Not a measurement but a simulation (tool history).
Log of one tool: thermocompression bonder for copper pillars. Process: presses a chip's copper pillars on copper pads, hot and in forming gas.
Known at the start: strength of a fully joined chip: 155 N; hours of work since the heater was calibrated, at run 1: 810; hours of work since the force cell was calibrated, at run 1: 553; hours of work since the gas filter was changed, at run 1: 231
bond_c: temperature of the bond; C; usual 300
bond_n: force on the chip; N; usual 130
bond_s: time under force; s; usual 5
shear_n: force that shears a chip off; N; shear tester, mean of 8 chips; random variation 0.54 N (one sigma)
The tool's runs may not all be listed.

run,hour,bond_c,bond_n,bond_s,hours of work since the heater was calibrated,hours of work since the force cell was calibrated,hours of work since the gas filter was changed,shear_n
1,0,300,130,5,810,553,231,47
2,21.6,318,130,5,826,569,248,55.5
3,49.3,316,130,5,847,590,268,54.8
4,79.9,300,130,7,870,613,291,52.7
5,101.4,300,130,7,886,629,308,53
6,136.7,300,130,7,913,656,334,51.4
7,173.7,324,130,5,940,683,362,56.3
# hour 189.1: forming gas filter changed
8,201.3,300,130,8,961,704,9,60.2
9,235.5,300,130,8,986,729,35,60.1
10,261,300,130,8,1005,749,54,59.5
11,286.6,300,130,8,1025,768,73,58.6
12,311.7,300,130,5,1043,787,92,49.1
13,342.1,300,130,5,1066,809,115,48.6
14,377,300,130,5,1092,836,141,47.6
15,403.3,300,130,12,1112,855,161,67.3
16,442.5,300,130,12,1142,885,190,65.8
17,475.8,300,130,5,1167,910,215,46.6
18,495.4,300,130,5,1181,924,230,46.5
19,516.1,300,130,5,1197,940,245,46
20,550.7,300,130,5,1223,966,271,46.1
21,584.3,300,130,5,1248,991,296,45.5
22,619.7,300,104,5,1275,1018,323,38.9
23,654.5,295,80,5,1301,1044,349,30.3
# hour 686.8: forming gas filter changed
24,692.6,295,80,5,1329,1072,4,33.7
25,718.7,300,133,5,1348,1092,24,49.8
26,738.1,317,130,5,1363,1106,39,58.7
# hour 762.5: heater calibrated with a thermocouple chip
27,779.5,317,130,5,13,1136,68,61.2
28,818.1,317,130,5,42,1165,97,60.4
29,837.5,317,130,5,56,1179,112,60.4
30,854.7,300,110,5,69,1192,124,45.5
31,879.1,300,132,5,87,1210,143,51.9
32,900.8,280,161,12,104,1227,159,65.5
33,923.6,280,161,12,121,1244,176,66.2
34,944.3,316,130,5,136,1259,192,57.4
35,977.3,273,90,11,161,1284,216,40.9
36,1005.9,289,107,4,183,1306,238,36.1
37,1044.5,300,130,3,212,1334,267,39
38,1078.9,327,152,3,237,1360,293,55.5
39,1117.5,327,152,3,266,1389,322,54.1

Hidden state at the last listed run before each entry between runs and at the first one after, where it differs:
Between runs 7 and 8: forming gas filter changed (hour 189.1)
  true temperature of the bond over the reading, C: -5 -> -5.1; oxide that the forming gas leaves, % of the face: 11.98 -> 0.8
  measured less the result without the state, shear_n: -11.2 -> -4.1 N
Between runs 23 and 24: forming gas filter changed (hour 686.8)
  true temperature of the bond over the reading, C: -6.9 -> -7; force that reaches the chip, % of what is set: 96.2 -> 96.1; oxide that the forming gas leaves, % of the face: 10.94 -> 0.65
  measured less the result without the state, shear_n: -7.3 -> -3.7 N
Between runs 26 and 27: heater calibrated with a thermocouple chip (hour 762.5)
  true temperature of the bond over the reading, C: -7.2 -> 0.7; force that reaches the chip, % of what is set: 96 -> 95.9; oxide that the forming gas leaves, % of the face: 1.69 -> 2.49
  measured less the result without the state, shear_n: -6.1 -> -2.4 N
